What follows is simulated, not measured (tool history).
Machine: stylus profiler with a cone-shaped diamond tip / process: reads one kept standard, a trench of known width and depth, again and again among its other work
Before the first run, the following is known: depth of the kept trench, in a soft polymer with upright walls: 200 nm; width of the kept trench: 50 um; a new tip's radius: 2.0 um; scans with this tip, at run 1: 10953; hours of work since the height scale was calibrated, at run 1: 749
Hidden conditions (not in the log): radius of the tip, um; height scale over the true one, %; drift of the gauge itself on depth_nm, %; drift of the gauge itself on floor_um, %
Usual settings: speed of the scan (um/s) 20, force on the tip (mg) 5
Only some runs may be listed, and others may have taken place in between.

| run | hour | speed of the scan (um/s) | force on the tip (mg) | scans with this tip | hours of work since the height scale was calibrated | depth of the trench (nm) | width of the trench's floor (µm) |
|---|---|---|---|---|---|---|---|
| 1 | 0 | 20 | 5 | 10953 | 749 | 203.75 | 47.04 |
| 2 | 14 | 20 | 5 | 11088 | 758 | 203.69 | 47.08 |
| 3 | 33 | 20 | 5 | 11272 | 770 | 203.66 | 47.03 |
| 4 | 48.7 | 20 | 5 | 11423 | 781 | 203.92 | 47.01 |
| 5 | 67.7 | 20 | 5 | 11607 | 793 | 203.79 | 47.05 |
| 6 | 81.5 | 20 | 5 | 11741 | 802 | 203.84 | 47.05 |
| 7 | 102.9 | 20 | 5 | 11948 | 817 | 203.75 | 47.01 |
| 8 | 124.6 | 31 | 5 | 12158 | 831 | 203.71 | 46.96 |
|  | 150.8 | new tip fitted, height scale calibrated |
| 9 | 157.1 | 31 | 5 | 61 | 4 | 203.25 | 48.15 |
| 10 | 185.3 | 31 | 5 | 334 | 23 | 203.27 | 48.18 |
| 11 | 198.8 | 31 | 5 | 464 | 32 | 203.19 | 48.12 |
| 12 | 216.2 | 31 | 5 | 633 | 43 | 203.26 | 48.08 |
| 13 | 247.3 | 57 | 5 | 933 | 64 | 203.33 | 48.05 |
| 14 | 261.2 | 57 | 5 | 1067 | 73 | 203.27 | 48.02 |
| 15 | 290.1 | 20 | 3.1 | 1347 | 92 | 202.49 | 48.03 |
| 16 | 304.8 | 20 | 3.49 | 1490 | 102 | 202.4 | 48.04 |
| 17 | 327.4 | 8 | 5 | 1708 | 117 | 203.37 | 47.99 |
| 18 | 359.1 | 20 | 9.91 | 2015 | 138 | 205.11 | 47.95 |
| 19 | 386.6 | 20 | 9.91 | 2281 | 156 | 205.36 | 47.9 |
| 20 | 412.1 | 29 | 7.91 | 2528 | 173 | 204.48 | 47.86 |
| 21 | 437.9 | 29 | 7.91 | 2777 | 190 | 204.41 | 47.82 |
| 22 | 457 | 29 | 2.11 | 2962 | 202 | 202.02 | 47.77 |
|  | 459.2 | height scale calibrated on a step standard |
| 23 | 477.8 | 66 | 11.82 | 3158 | 12 | 206.06 | 47.74 |
| 24 | 509.4 | 17 | 4.61 | 3464 | 33 | 203.25 | 47.76 |
| 25 | 524.1 | 17 | 4.61 | 3606 | 43 | 203.06 | 47.74 |
| 26 | 556 | 6 | 5 | 3915 | 64 | 203.38 | 47.79 |
|  | 571 | height scale calibrated on a step standard, once more |
| 27 | 586.6 | 6 | 5 | 4206 | 10 | 203.28 | 47.76 |
| 28 | 608.1 | 80 | 5 | 4414 | 25 | 203.47 | 47.6 |
| 29 | 636.3 | 32 | 8.09 | 4686 | 43 | 204.48 | 47.66 |
| 30 | 662.5 | 32 | 8.09 | 4939 | 60 | 204.5 | 47.67 |
| 31 | 684.8 | 32 | 8.09 | 5156 | 75 | 204.45 | 47.62 |
| 32 | 716.2 | 32 | 4.22 | 5460 | 96 | 203.03 | 47.6 |
| 33 | 744.5 | 5 | 2.5 | 5733 | 115 | 202.13 | 47.57 |
| 34 | 771.5 | 5 | 2.5 | 5994 | 133 | 202.16 | 47.52 |
| 35 | 786.2 | 64 | 5 | 6137 | 142 | 203.33 | 47.44 |
| 36 | 815.9 | 45 | 3.57 | 6424 | 162 | 202.59 | 47.44 |
| 37 | 848.3 | 45 | 3.57 | 6737 | 183 | 202.74 | 47.39 |
| 38 | 877 | 35 | 9.32 | 7015 | 202 | 205.24 | 47.4 |

Each row is a separate what-if for the run after 38, all from the same tool condition, not one after another. Results?
| A | 900.9 | 6 | 2.43 | 7246 | 218 | ? | ? |
| B | 900.9 | 30 | 13.65 | 7246 | 218 | ? | ? |
| C | 900.9 | 30 | 14.4 | 7246 | 218 | ? | ? |
| D | 900.9 | 30 | 8.77 | 7246 | 218 | ? | ? |

| run | depth of the trench (nm) | width of the trench's floor (µm) |
|---|---|---|
| A | 202.04 | 47.43 |
| B | 206.5 | 47.45 |
| C | 206.76 | 47.39 |
| D | 204.9 | 47.36 |
Had the tool no hidden state, the same runs would have come out as:
| run | depth of the trench (nm) | width of the trench's floor (µm) |
|---|---|---|
| A | 201.98 | 48.26 |
| B | 206.43 | 48.27 |
| C | 206.69 | 48.22 |
| D | 204.83 | 48.19 |

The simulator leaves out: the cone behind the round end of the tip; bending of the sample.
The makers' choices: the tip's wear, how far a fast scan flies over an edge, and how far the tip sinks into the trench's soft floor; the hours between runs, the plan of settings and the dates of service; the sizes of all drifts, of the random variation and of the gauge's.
